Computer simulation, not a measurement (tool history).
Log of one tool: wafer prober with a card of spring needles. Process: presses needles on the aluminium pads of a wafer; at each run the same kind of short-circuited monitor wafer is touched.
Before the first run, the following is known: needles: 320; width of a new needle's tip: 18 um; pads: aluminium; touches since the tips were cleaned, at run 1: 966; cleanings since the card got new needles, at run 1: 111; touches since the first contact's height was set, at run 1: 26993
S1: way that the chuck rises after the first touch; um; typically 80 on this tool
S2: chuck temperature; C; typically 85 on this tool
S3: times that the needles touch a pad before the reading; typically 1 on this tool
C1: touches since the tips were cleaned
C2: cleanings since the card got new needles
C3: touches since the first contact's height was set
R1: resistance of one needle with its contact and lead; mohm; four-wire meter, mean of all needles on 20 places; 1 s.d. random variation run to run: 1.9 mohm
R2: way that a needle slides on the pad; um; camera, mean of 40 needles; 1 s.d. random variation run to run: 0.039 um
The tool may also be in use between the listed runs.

| run | hour | S1 | S2 | S3 | C1 | C2 | C3 | R1 | R2 |
|---|---|---|---|---|---|---|---|---|---|
| 1 | 0 | 80 | 85 | 1 | 966 | 111 | 26993 | 227 | 11.94 |
|  | 6.9 | tips cleaned on abrasive film |
|  | 17.8 | tips cleaned on abrasive film |
|  | 27.5 | tips cleaned on abrasive film |
| 2 | 27.5 | 80 | 85 | 1 | 0 | 114 | 35313 | 210 | 11.98 |
|  | 37.3 | tips cleaned on abrasive film |
|  | 47.1 | tips cleaned on abrasive film |
| 3 | 49.1 | 80 | 85 | 1 | 638 | 116 | 41857 | 224 | 11.98 |
|  | 56.6 | tips cleaned on abrasive film |
|  | 67.1 | tips cleaned on abrasive film |
|  | 76.2 | tips cleaned on abrasive film |
| 4 | 76.8 | 80 | 85 | 2 | 183 | 119 | 50204 | 211 | 11.88 |
|  | 86.2 | tips cleaned on abrasive film |
|  | 96.9 | tips cleaned on abrasive film |
| 5 | 102.1 | 69 | 85 | 2 | 1592 | 121 | 57886 | 236 | 10.17 |
|  | 106.5 | tips cleaned on abrasive film |
|  | 116.6 | tips cleaned on abrasive film |
| 6 | 121.8 | 80 | 85 | 1 | 1576 | 123 | 63840 | 246 | 11.71 |
|  | 125.8 | tips cleaned on abrasive film |
|  | 136.2 | tips cleaned on abrasive film |
|  | 146.1 | tips cleaned on abrasive film |
| 7 | 146.1 | 80 | 85 | 1 | 0 | 126 | 71160 | 212 | 11.71 |
|  | 156 | tips cleaned on abrasive film |
| 8 | 162.7 | 80 | 26 | 1 | 2044 | 127 | 76220 | 231 | 11.76 |
|  | 166.5 | tips cleaned on abrasive film |
|  | 177 | tips cleaned on abrasive film |
| 9 | 177 | 80 | 26 | 1 | 0 | 129 | 80533 | 199 | 11.69 |
|  | 187 | tips cleaned on abrasive film |
|  | 198 | tips cleaned on abrasive film |
| 10 | 200.3 | 80 | 26 | 1 | 698 | 131 | 87587 | 218 | 11.65 |
|  | 207.8 | tips cleaned on abrasive film |
|  | 218.4 | tips cleaned on abrasive film |
| 11 | 219.9 | 80 | 26 | 1 | 476 | 133 | 93525 | 213 | 11.62 |
|  | 228.7 | tips cleaned on abrasive film |
|  | 238.6 | tips cleaned on abrasive film |
|  | 248 | tips cleaned on abrasive film |
| 12 | 248 | 80 | 26 | 1 | 0 | 136 | 102007 | 200 | 11.57 |
|  | 258.4 | tips cleaned on abrasive film |
|  | 267.7 | tips cleaned on abrasive film |
| 13 | 268.2 | 80 | 85 | 3 | 141 | 138 | 108102 | 210 | 11.57 |
|  | 277.4 | tips cleaned on abrasive film |
|  | 286.5 | tips cleaned on abrasive film |
| 14 | 291 | 80 | 33 | 1 | 1380 | 140 | 115031 | 229 | 11.53 |
|  | 296.1 | tips cleaned on abrasive film |
|  | 306 | tips cleaned on abrasive film |
| 15 | 312.5 | 62 | 85 | 1 | 1989 | 142 | 121532 | 281 | 8.65 |
|  | 316.5 | tips cleaned on abrasive film |
| 16 | 324.5 | 83 | 39 | 1 | 2446 | 143 | 125162 | 242 | 11.85 |
|  | 325.8 | tips cleaned on abrasive film |
|  | 336.2 | tips cleaned on abrasive film |
|  | 346 | tips cleaned on abrasive film |
| 17 | 346.5 | 83 | 82 | 1 | 151 | 146 | 131794 | 224 | 11.8 |
|  | 356 | tips cleaned on abrasive film |
| 18 | 360.4 | 83 | 82 | 1 | 1359 | 147 | 136016 | 238 | 11.77 |
|  | 366.1 | tips cleaned on abrasive film |
|  | 375.6 | tips cleaned on abrasive film |
| 19 | 375.6 | 83 | 82 | 1 | 0 | 149 | 140581 | 217 | 11.74 |
|  | 385.1 | tips cleaned on abrasive film |
|  | 394.5 | tips cleaned on abrasive film |
| 20 | 402.3 | 83 | 82 | 1 | 2392 | 151 | 148701 | 255 | 11.75 |
|  | 403.7 | tips cleaned on abrasive film |
|  | 404 | height of the first contact set anew |
|  | 413.4 | tips cleaned on abrasive film |
|  | 424.7 | tips cleaned on abrasive film |
| 21 | 430.2 | 83 | 82 | 1 | 1682 | 154 | 7940 | 245 | 11.42 |
|  | 434 | tips cleaned on abrasive film |
|  | 443.4 | tips cleaned on abrasive film |
| 22 | 443.4 | 83 | 43 | 2 | 0 | 156 | 11911 | 200 | 11.41 |
|  | 453.9 | tips cleaned on abrasive film |
| 23 | 457.8 | 85 | 107 | 2 | 1183 | 157 | 16284 | 224 | 11.65 |
|  | 463.8 | tips cleaned on abrasive film |
| 24 | 470 | 85 | 107 | 2 | 1912 | 158 | 19999 | 238 | 11.66 |
|  | 474.4 | tips cleaned on abrasive film |
|  | 485 | tips cleaned on abrasive film |
|  | 489.5 | height of the first contact set anew, once more |
| 25 | 491.4 | 91 | 28 | 3 | 1888 | 160 | 583 | 202 | 13.77 |
|  | 494.6 | tips cleaned on abrasive film |
|  | 504.6 | tips cleaned on abrasive film |
|  | 515 | tips cleaned on abrasive film |
| 26 | 520.2 | 91 | 28 | 3 | 1614 | 163 | 9293 | 202 | 13.7 |
|  | 526.2 | tips cleaned on abrasive film |
|  | 535.5 | tips cleaned on abrasive film |
| 27 | 536.8 | 80 | 50 | 2 | 404 | 165 | 14291 | 209 | 12.07 |
|  | 544.7 | tips cleaned on abrasive film |
|  | 555.2 | tips cleaned on abrasive film |
|  | 564.7 | tips cleaned on abrasive film |
| 28 | 564.7 | 63 | 85 | 1 | 0 | 168 | 22708 | 219 | 9.44 |
|  | 573.8 | tips cleaned on abrasive film |
|  | 585.8 | card fitted with new needles |
|  | 596.1 | tips cleaned on abrasive film |
| 29 | 597.4 | 70 | 111 | 2 | 408 | 1 | 3514 | 221 | 10.63 |

Here are 4 independent what-if runs from the current tool condition. What would each one return?
|  | 605.6 | tips cleaned on abrasive film |
|  | 615.6 | tips cleaned on abrasive film |
| A | 615.6 | 70 | 57 | 2 | 0 | 3 | 8996 | ? | ? |
|  | 605.6 | tips cleaned on abrasive film |
|  | 615.6 | tips cleaned on abrasive film |
| B | 615.6 | 80 | 85 | 1 | 0 | 3 | 8996 | ? | ? |
|  | 605.6 | tips cleaned on abrasive film |
|  | 615.6 | tips cleaned on abrasive film |
| C | 615.6 | 70 | 111 | 2 | 0 | 3 | 8996 | ? | ? |
|  | 605.6 | tips cleaned on abrasive film |
|  | 615.6 | tips cleaned on abrasive film |
| D | 615.6 | 86 | 38 | 1 | 0 | 3 | 8996 | ? | ? |

| run | R1 | R2 |
|---|---|---|
| A | 202 | 10.56 |
| B | 210 | 12.08 |
| C | 216 | 10.54 |
| D | 197 | 12.95 |
What these runs would have given with no unlogged condition in the tool:
| run | R1 | R2 |
|---|---|---|
| A | 200 | 10.62 |
| B | 208 | 12.14 |
| C | 214 | 10.59 |
| D | 195 | 13.01 |
